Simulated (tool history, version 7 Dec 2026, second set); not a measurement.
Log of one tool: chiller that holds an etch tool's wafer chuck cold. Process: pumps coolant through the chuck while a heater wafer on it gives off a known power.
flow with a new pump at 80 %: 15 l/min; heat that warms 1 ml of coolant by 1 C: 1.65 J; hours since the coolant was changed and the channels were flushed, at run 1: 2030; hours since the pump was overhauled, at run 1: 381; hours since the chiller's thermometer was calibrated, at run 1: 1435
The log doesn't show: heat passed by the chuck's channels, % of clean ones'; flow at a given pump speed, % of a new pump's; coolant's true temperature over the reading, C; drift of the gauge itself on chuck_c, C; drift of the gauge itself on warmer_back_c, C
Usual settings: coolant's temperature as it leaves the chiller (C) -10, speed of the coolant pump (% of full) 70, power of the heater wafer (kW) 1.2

| run | hour | coolant's temperature as it leaves the chiller (C) | speed of the coolant pump (% of full) | power of the heater wafer (kW) | hours since the coolant was changed and the channels were flushed | hours since the pump was overhauled | hours since the chiller's thermometer was calibrated | chuck's temperature once it has settled (C) | how much warmer the coolant comes back (C) |
|---|---|---|---|---|---|---|---|---|---|
| 1 | 0 | -10 | 70 | 1.2 | 2030 | 381 | 1435 | 3.8 | 3.39 |
| 2 | 21.3 | -10 | 70 | 1.2 | 2051 | 403 | 1456 | 3.7 | 3.35 |
| 3 | 69.7 | -10 | 70 | 1.2 | 2100 | 451 | 1504 | 3.8 | 3.35 |
| 4 | 112.5 | -10 | 61 | 1.2 | 2143 | 494 | 1547 | 5.3 | 3.89 |
| 5 | 153.3 | -10 | 61 | 1.2 | 2183 | 535 | 1588 | 5.3 | 3.89 |
| 6 | 178.1 | -10 | 61 | 1.2 | 2208 | 559 | 1613 | 5.2 | 3.85 |
| 7 | 209.1 | -10 | 61 | 1.2 | 2239 | 590 | 1644 | 5.2 | 3.87 |
| 8 | 256.9 | -10 | 61 | 1.548 | 2287 | 638 | 1692 | 10 | 5 |
| 9 | 287.6 | -10 | 61 | 1.548 | 2318 | 669 | 1722 | 9.9 | 5.02 |
| 10 | 329.1 | -12 | 82 | 0.998 | 2359 | 710 | 1764 | -1.5 | 2.46 |

Forecast each of these 3 alternatives for the next run:
| A | 365.9 | -10 | 88 | 0.855 | 2396 | 747 | 1801 | ? | ? |
| B | 365.9 | -9 | 98 | 1.2 | 2396 | 747 | 1801 | ? | ? |
| C | 365.9 | -19 | 77 | 1.2 | 2396 | 747 | 1801 | ? | ? |

| run | chuck's temperature once it has settled (C) | how much warmer the coolant comes back (C) |
|---|---|---|
| A | -1.5 | 1.94 |
| B | 2.1 | 2.39 |
| C | -5.9 | 3.11 |
Without the tool's hidden state the same runs would have given:
| run | chuck's temperature once it has settled (C) | how much warmer the coolant comes back (C) |
|---|---|---|
| A | -2.4 | 1.89 |
| B | 1 | 2.32 |
| C | -7.2 | 3.02 |
